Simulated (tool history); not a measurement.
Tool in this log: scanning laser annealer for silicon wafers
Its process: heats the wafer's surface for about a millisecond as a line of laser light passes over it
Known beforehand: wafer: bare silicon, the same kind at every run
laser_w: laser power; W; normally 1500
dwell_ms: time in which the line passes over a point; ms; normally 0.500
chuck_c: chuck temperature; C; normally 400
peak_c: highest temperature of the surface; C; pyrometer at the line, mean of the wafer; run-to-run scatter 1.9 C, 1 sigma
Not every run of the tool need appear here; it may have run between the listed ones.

run 1 hour=0.0 | laser_w=1500 dwell_ms=0.500 chuck_c=400 | peak_c=1173
run 2 hour=10.9 | laser_w=1500 dwell_ms=0.500 chuck_c=400 | peak_c=1172
run 3 hour=20.0 | laser_w=1500 dwell_ms=0.500 chuck_c=400 | peak_c=1174
run 4 hour=30.1 | laser_w=1500 dwell_ms=0.500 chuck_c=400 | peak_c=1175
run 5 hour=40.1 | laser_w=1500 dwell_ms=0.500 chuck_c=416 | peak_c=1187
run 6 hour=47.9 | laser_w=1594 dwell_ms=0.500 chuck_c=400 | peak_c=1232
run 7 hour=53.0 | laser_w=1594 dwell_ms=0.500 chuck_c=400 | peak_c=1233
run 8 hour=60.7 | laser_w=1606 dwell_ms=0.500 chuck_c=400 | peak_c=1239
run 9 hour=67.1 | laser_w=1606 dwell_ms=0.500 chuck_c=400 | peak_c=1239
run 10 hour=76.8 | laser_w=1606 dwell_ms=0.500 chuck_c=400 | peak_c=1240
run 11 hour=85.4 | laser_w=1606 dwell_ms=0.500 chuck_c=400 | peak_c=1240
run 12 hour=95.3 | laser_w=1287 dwell_ms=0.500 chuck_c=400 | peak_c=1042
run 13 hour=101.3 | laser_w=1287 dwell_ms=0.500 chuck_c=400 | peak_c=1042
run 14 hour=109.0 | laser_w=1500 dwell_ms=0.495 chuck_c=400 | peak_c=1168
run 15 hour=114.5 | laser_w=1500 dwell_ms=0.495 chuck_c=419 | peak_c=1187
run 16 hour=119.9 | laser_w=1500 dwell_ms=0.484 chuck_c=419 | peak_c=1176
run 17 hour=131.0 | laser_w=1500 dwell_ms=0.500 chuck_c=400 | peak_c=1174
run 18 hour=141.6 | laser_w=1500 dwell_ms=0.600 chuck_c=400 | peak_c=1240
run 19 hour=148.1 | laser_w=1500 dwell_ms=0.600 chuck_c=400 | peak_c=1241
run 20 hour=154.7 | laser_w=1500 dwell_ms=0.600 chuck_c=400 | peak_c=1245
run 21 hour=164.8 | laser_w=1500 dwell_ms=0.500 chuck_c=400 | peak_c=1173
run 22 hour=174.1 | laser_w=1397 dwell_ms=0.436 chuck_c=404 | peak_c=1063
run 23 hour=179.2 | laser_w=1552 dwell_ms=0.488 chuck_c=385 | peak_c=1178
run 24 hour=190.2 | laser_w=1552 dwell_ms=0.488 chuck_c=394 | peak_c=1189
run 25 hour=198.1 | laser_w=1472 dwell_ms=0.407 chuck_c=405 | peak_c=1086
run 26 hour=204.4 | laser_w=1583 dwell_ms=0.499 chuck_c=413 | peak_c=1231
run 27 hour=214.1 | laser_w=1583 dwell_ms=0.509 chuck_c=413 | peak_c=1242
run 28 hour=223.6 | laser_w=1583 dwell_ms=0.509 chuck_c=413 | peak_c=1241
run 29 hour=230.7 | laser_w=1583 dwell_ms=0.509 chuck_c=413 | peak_c=1240
run 30 hour=240.2 | laser_w=1500 dwell_ms=0.380 chuck_c=418 | peak_c=1089
run 31 hour=249.7 | laser_w=1374 dwell_ms=0.495 chuck_c=391 | peak_c=1078
run 32 hour=256.4 | laser_w=1374 dwell_ms=0.493 chuck_c=391 | peak_c=1072
run 33 hour=261.4 | laser_w=1374 dwell_ms=0.493 chuck_c=410 | peak_c=1093
run 34 hour=268.2 | laser_w=1374 dwell_ms=0.493 chuck_c=410 | peak_c=1093
run 35 hour=274.7 | laser_w=1374 dwell_ms=0.493 chuck_c=410 | peak_c=1097
run 36 hour=281.0 | laser_w=1468 dwell_ms=0.576 chuck_c=424 | peak_c=1226
run 37 hour=290.1 | laser_w=1538 dwell_ms=0.500 chuck_c=432 | peak_c=1223
run 38 hour=298.3 | laser_w=1420 dwell_ms=0.573 chuck_c=425 | peak_c=1192
run 39 hour=307.7 | laser_w=1585 dwell_ms=0.573 chuck_c=425 | peak_c=1299
run 40 hour=312.4 | laser_w=1585 dwell_ms=0.573 chuck_c=425 | peak_c=1300
run 41 hour=321.5 | laser_w=1392 dwell_ms=0.422 chuck_c=363 | peak_c=1007

Measured less the same run without the tool's hidden state. The same run-to-run variation is in both; the gauge's scatter may not be:
The tool's hidden condition here consists of: light that passes the window, % of a clean one's; laser's true power over the reading, %; width of the line over the set one, %; drift of the gauge itself on peak_c, C.
run=1 peak_c=-19
run=2 peak_c=-19
run=3 peak_c=-21
run=4 peak_c=-20
run=5 peak_c=-20
run=6 peak_c=-23
run=7 peak_c=-23
run=8 peak_c=-23
run=9 peak_c=-23
run=10 peak_c=-24
run=11 peak_c=-24
run=12 peak_c=-19
run=13 peak_c=-18
run=14 peak_c=-23
run=15 peak_c=-23
run=16 peak_c=-23
run=17 peak_c=-23
run=18 peak_c=-26
run=19 peak_c=-26
run=20 peak_c=-26
run=21 peak_c=-24
run=22 peak_c=-20
run=23 peak_c=-25
run=24 peak_c=-25
run=25 peak_c=-22
run=26 peak_c=-27
run=27 peak_c=-27
run=28 peak_c=-28
run=29 peak_c=-28
run=30 peak_c=-23
run=31 peak_c=-24
run=32 peak_c=-24
run=33 peak_c=-23
run=34 peak_c=-24
run=35 peak_c=-24
run=36 peak_c=-29
run=37 peak_c=-28
run=38 peak_c=-28
run=39 peak_c=-32
run=40 peak_c=-32
run=41 peak_c=-24
